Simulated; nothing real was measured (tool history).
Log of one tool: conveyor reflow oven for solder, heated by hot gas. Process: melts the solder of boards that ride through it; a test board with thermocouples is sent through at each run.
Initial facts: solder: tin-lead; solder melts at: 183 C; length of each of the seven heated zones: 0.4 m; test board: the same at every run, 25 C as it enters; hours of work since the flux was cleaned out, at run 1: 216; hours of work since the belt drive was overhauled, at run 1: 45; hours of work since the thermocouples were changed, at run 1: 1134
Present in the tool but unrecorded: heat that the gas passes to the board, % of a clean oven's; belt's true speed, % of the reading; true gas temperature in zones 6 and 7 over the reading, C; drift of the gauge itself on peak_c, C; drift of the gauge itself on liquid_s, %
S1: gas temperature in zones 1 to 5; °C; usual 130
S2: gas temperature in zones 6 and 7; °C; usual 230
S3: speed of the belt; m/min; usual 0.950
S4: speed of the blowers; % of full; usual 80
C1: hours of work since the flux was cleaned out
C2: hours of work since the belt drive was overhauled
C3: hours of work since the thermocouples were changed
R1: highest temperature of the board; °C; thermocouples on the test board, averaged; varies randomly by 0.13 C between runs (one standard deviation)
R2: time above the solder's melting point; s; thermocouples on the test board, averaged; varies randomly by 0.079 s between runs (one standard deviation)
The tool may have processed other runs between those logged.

| run | hour | S1 | S2 | S3 | S4 | C1 | C2 | C3 | R1 | R2 |
|---|---|---|---|---|---|---|---|---|---|---|
| 1 | 0.0 | 130 | 230 | 0.950 | 80 | 216 | 45 | 1134 | 216.0 | 35.97 |
| 2 | 77.4 | 130 | 230 | 0.950 | 80 | 276 | 104 | 1194 | 215.8 | 35.84 |
| 3 | 163.1 | 130 | 230 | 0.950 | 80 | 342 | 171 | 1260 | 216.0 | 35.91 |
| 4 | 211.1 | 130 | 219 | 0.950 | 80 | 379 | 208 | 1297 | 206.0 | 30.12 |
| 5 | 296.6 | 130 | 219 | 0.950 | 80 | 445 | 274 | 1363 | 206.1 | 30.23 |
|  | 313.9 | flux residue cleaned out of gas plates and filters |
| 6 | 360.6 | 130 | 219 | 0.950 | 80 | 36 | 320 | 1409 | 205.9 | 30.33 |
|  | 374.0 | thermocouples of zones 6 and 7 changed |
| 7 | 401.5 | 130 | 219 | 0.950 | 80 | 66 | 350 | 21 | 206.1 | 30.34 |
| 8 | 457.4 | 130 | 219 | 0.950 | 80 | 109 | 393 | 65 | 206.2 | 30.25 |
| 9 | 516.3 | 130 | 219 | 0.950 | 80 | 155 | 438 | 110 | 206.2 | 30.34 |
| 10 | 552.2 | 130 | 219 | 0.950 | 80 | 183 | 466 | 138 | 205.8 | 30.25 |
| 11 | 637.8 | 130 | 219 | 0.950 | 80 | 249 | 532 | 204 | 205.9 | 30.32 |
| 12 | 702.7 | 130 | 219 | 0.950 | 80 | 299 | 583 | 254 | 206.0 | 30.15 |
| 13 | 744.9 | 130 | 244 | 0.950 | 80 | 332 | 615 | 287 | 228.4 | 41.30 |
| 14 | 809.1 | 130 | 244 | 0.950 | 80 | 381 | 665 | 337 | 228.3 | 41.50 |
| 15 | 888.3 | 130 | 230 | 0.950 | 80 | 443 | 726 | 398 | 215.7 | 35.88 |
|  | 908.1 | flux residue cleaned out of gas plates and filters |
| 16 | 959.2 | 144 | 230 | 1.051 | 56 | 40 | 777 | 449 | 209.6 | 30.75 |
| 17 | 1013.1 | 130 | 224 | 0.971 | 80 | 81 | 819 | 491 | 209.7 | 31.88 |
| 18 | 1091.0 | 130 | 224 | 0.971 | 80 | 141 | 879 | 551 | 209.6 | 31.89 |
| 19 | 1153.7 | 130 | 225 | 1.092 | 57 | 190 | 928 | 599 | 200.9 | 20.46 |
| 20 | 1199.7 | 130 | 225 | 1.092 | 57 | 226 | 963 | 635 | 200.7 | 20.62 |
|  | 1226.3 | belt drive overhauled, speed set with a stopwatch |
| 21 | 1251.5 | 130 | 230 | 0.950 | 73 | 263 | 19 | 672 | 214.6 | 34.92 |
| 22 | 1303.2 | 130 | 230 | 0.950 | 73 | 303 | 59 | 712 | 214.6 | 34.93 |
| 23 | 1374.6 | 137 | 226 | 1.014 | 80 | 358 | 115 | 767 | 211.6 | 32.50 |
| 24 | 1415.8 | 137 | 226 | 1.014 | 80 | 390 | 147 | 799 | 211.4 | 32.56 |
| 25 | 1476.7 | 137 | 226 | 1.014 | 80 | 437 | 194 | 846 | 211.6 | 32.54 |
|  | 1506.7 | flux residue cleaned out of gas plates and filters |
| 26 | 1539.0 | 137 | 226 | 1.014 | 53 | 25 | 238 | 890 | 204.7 | 26.84 |
| 27 | 1624.8 | 137 | 226 | 1.014 | 53 | 91 | 304 | 957 | 205.0 | 27.07 |
| 28 | 1681.2 | 137 | 226 | 1.014 | 53 | 135 | 348 | 1000 | 205.0 | 27.05 |
| 29 | 1740.4 | 137 | 226 | 1.014 | 53 | 181 | 394 | 1046 | 204.9 | 26.83 |
| 30 | 1812.3 | 130 | 230 | 0.950 | 58 | 236 | 449 | 1102 | 210.7 | 31.89 |

Entry by entry between the runs, the difference in hidden state between the last listed run before and the first listed run after:
After run 5, before run 6: flux residue cleaned out of gas plates and filters (hour 313.9)
  heat that the gas passes to the board, % of a clean oven's: 99.8 -> 100
After run 6, before run 7: thermocouples of zones 6 and 7 changed (hour 374.0)
  true gas temperature in zones 6 and 7 over the reading, C: 0.08 -> 0.01
After run 15, before run 16: flux residue cleaned out of gas plates and filters (hour 908.1)
  heat that the gas passes to the board, % of a clean oven's: 99.8 -> 99.9; belt's true speed, % of the reading: 99.97 -> 99.96; true gas temperature in zones 6 and 7 over the reading, C: 0.03 -> 0.04
After run 20, before run 21: belt drive overhauled, speed set with a stopwatch (hour 1226.3)
  belt's true speed, % of the reading: 99.96 -> 100
After run 25, before run 26: flux residue cleaned out of gas plates and filters (hour 1506.7)
  heat that the gas passes to the board, % of a clean oven's: 99.8 -> 100
